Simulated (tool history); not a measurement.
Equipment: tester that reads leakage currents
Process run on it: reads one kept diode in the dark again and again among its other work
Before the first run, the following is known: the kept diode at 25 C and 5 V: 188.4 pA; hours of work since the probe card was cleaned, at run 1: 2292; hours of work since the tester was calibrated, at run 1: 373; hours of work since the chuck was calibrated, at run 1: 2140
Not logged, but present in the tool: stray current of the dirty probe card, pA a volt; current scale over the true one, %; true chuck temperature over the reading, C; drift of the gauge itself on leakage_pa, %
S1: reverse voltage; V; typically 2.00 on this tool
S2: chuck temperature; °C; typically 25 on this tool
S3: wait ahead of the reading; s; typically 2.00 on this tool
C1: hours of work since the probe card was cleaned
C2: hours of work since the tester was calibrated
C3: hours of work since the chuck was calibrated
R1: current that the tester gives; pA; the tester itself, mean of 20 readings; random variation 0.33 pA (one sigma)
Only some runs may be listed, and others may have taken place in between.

Run 1, day 0.000: usual settings; C1 2292; C2 373; C3 2140. Result: R1 93.20 pA.
Run 2, day 4.371: usual settings; C1 2340; C2 420; C3 2188. Result: R1 93.07 pA.
At day 11.600: probe card cleaned and baked.
Run 3, day 11.600: usual settings but S2 28 °C; C1 0; C2 498; C3 2265. Result: R1 117.58 pA.
Run 4, day 17.242: usual settings but S2 28 °C; C1 61; C2 559; C3 2327. Result: R1 117.20 pA.
Run 5, day 20.779: usual settings but S1 5.87 V; C1 100; C2 598; C3 2365. Result: R1 164.89 pA.
Run 6, day 28.729: usual settings but S1 5.87 V; C1 187; C2 684; C3 2452. Result: R1 163.86 pA.
At day 32.267: chuck's temperature calibrated.
Run 7, day 34.975: usual settings but S1 4.63 V, S3 5.57 s; C1 254; C2 751; C3 29. Result: R1 181.73 pA.
Run 8, day 41.833: usual settings but S1 4.63 V, S2 33 °C, S3 0.42 s; C1 328; C2 826; C3 104. Result: R1 380.10 pA.
Run 9, day 49.221: usual settings but S1 8.50 V, S2 33 °C, S3 0.42 s; C1 409; C2 906; C3 185. Result: R1 539.87 pA.

Estimate the outcome of run 10 from the log above:
Run 10, day 54.129: usual settings but S1 8.50 V, S2 33 °C, S3 0.42 s; C1 462; C2 960; C3 238. Result: R1 ?.

R1: 537.04 pA
Take away the tool's hidden state, keep the run-to-run variation as it was, and the same run would have given R1 542.41 pA.
